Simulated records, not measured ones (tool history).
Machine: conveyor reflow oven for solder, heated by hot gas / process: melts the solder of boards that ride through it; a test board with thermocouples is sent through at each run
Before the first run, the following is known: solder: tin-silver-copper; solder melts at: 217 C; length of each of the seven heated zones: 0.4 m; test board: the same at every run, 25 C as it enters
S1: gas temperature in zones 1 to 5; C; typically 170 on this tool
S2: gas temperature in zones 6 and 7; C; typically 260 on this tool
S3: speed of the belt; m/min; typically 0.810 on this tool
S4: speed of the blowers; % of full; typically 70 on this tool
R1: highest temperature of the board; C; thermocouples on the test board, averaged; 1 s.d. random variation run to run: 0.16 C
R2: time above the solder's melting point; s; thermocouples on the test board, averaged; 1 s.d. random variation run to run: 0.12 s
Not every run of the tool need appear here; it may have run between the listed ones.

run,hour,S1,S2,S3,S4,R1,R2
1,0.0,170,260,0.810,70,247.4,41.1
2,16.6,170,260,0.810,70,247.6,41.2
3,25.9,170,260,0.810,70,247.3,41.1
4,43.6,170,260,0.810,70,247.3,41.0
5,56.2,170,260,0.810,70,247.1,41.1
6,70.2,170,260,0.810,70,247.2,41.1
7,82.8,175,260,0.810,70,248.1,43.0
8,96.3,175,260,0.810,70,248.0,42.9
9,103.9,175,260,0.810,70,248.0,42.9
10,118.1,170,260,0.810,70,247.2,41.0
11,134.8,170,260,0.810,70,247.2,41.0
12,143.1,170,260,0.810,70,247.4,41.1
# hour 149.5: flux residue cleaned out of gas plates and filters
13,163.0,170,260,0.810,70,246.8,40.5
14,172.8,170,260,0.810,76,247.7,41.4
15,181.4,170,260,0.810,76,247.7,41.6
# hour 198.3: flux residue cleaned out of gas plates and filters, once more
16,204.2,170,260,0.810,76,249.4,42.8
17,222.3,170,260,0.810,76,249.3,42.8
18,235.3,159,264,0.735,69,253.2,47.2
19,253.4,159,264,0.735,69,252.7,47.0
20,265.5,175,264,0.682,69,256.5,57.6
21,274.1,185,264,0.783,69,254.8,51.5
22,284.0,160,271,0.815,69,256.5,43.4
23,296.0,160,271,0.815,69,256.3,43.3
24,307.3,160,265,0.663,69,257.0,55.4
25,318.6,160,265,0.663,69,256.6,55.5
26,327.4,160,265,0.663,69,256.6,55.3
27,340.7,163,272,0.969,67,250.9,33.4
28,359.0,172,274,0.847,73,260.3,46.3
29,374.4,170,260,0.804,86,250.9,44.5
30,383.4,176,266,0.748,70,256.5,52.3

Predict each of these 5 candidate next runs independently; none follows another, all start after run 30:
A,395.9,170,260,0.810,67,?,?
B,395.9,176,263,0.748,70,?,?
C,395.9,176,254,0.748,70,?,?
D,395.9,170,260,0.810,82,?,?
E,395.9,163,266,0.748,70,?,?

run,R1,R2
A,248.0,41.3
B,253.7,50.9
C,245.7,46.5
D,249.9,43.7
E,254.9,47.9
Without the tool's unlogged condition, the same runs would have read:
run,R1,R2
A,247.1,40.7
B,252.7,50.3
C,244.8,45.8
D,249.1,43.2
E,254.1,47.3
